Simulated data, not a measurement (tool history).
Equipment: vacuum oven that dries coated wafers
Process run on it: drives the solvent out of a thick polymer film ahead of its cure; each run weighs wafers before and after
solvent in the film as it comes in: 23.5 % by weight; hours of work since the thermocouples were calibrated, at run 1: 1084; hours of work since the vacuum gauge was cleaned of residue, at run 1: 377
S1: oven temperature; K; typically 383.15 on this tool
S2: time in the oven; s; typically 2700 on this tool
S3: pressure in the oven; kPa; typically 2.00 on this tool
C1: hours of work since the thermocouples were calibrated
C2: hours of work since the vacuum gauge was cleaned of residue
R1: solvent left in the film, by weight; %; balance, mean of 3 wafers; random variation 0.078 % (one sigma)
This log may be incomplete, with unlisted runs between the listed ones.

run     day      S1    S2    S3    C1   C2     R1
  1   0.000  383.15  2700  2.00  1084  377   6.07
      0.462  -- oven's thermocouples calibrated
  2   0.996  383.15  2700  2.00     8  390   6.11
  3   2.533  383.15  2700  4.19    30  413   6.90
  4   4.304  383.15  2700  4.19    56  439   7.08
  5   5.767  383.15  2700  4.19    78  460   7.00
  6   6.771  383.15  2700  4.19    93  475   6.85
  7   8.017  383.15  2700  4.19   111  493   6.99
  8   8.908  383.15  2700  2.00   124  506   6.02
  9   9.883  383.15  1320  2.00   138  521  10.73
 10  11.288  383.15  2700  4.55   159  541   7.12
 11  13.129  383.15  4500  1.79   186  569   2.97
 12  15.000  383.15  4500  1.79   214  596   3.05
 13  16.221  373.15  1740  6.90   232  614  14.87
 14  17.183  373.15  1740  6.90   246  628  14.73
 15  18.908  388.15  4500  2.00   271  653   1.75
 16  19.750  389.15  4500  3.72   283  666   2.22

Run 17 has not been measured yet. What should we expect?
 17  20.692  382.15  4500  3.72  297  680   ?

Run 17 gave R1 4.34 %.
With the hidden condition absent and the run-to-run variation left alone, this run would have shown R1 4.36 %.
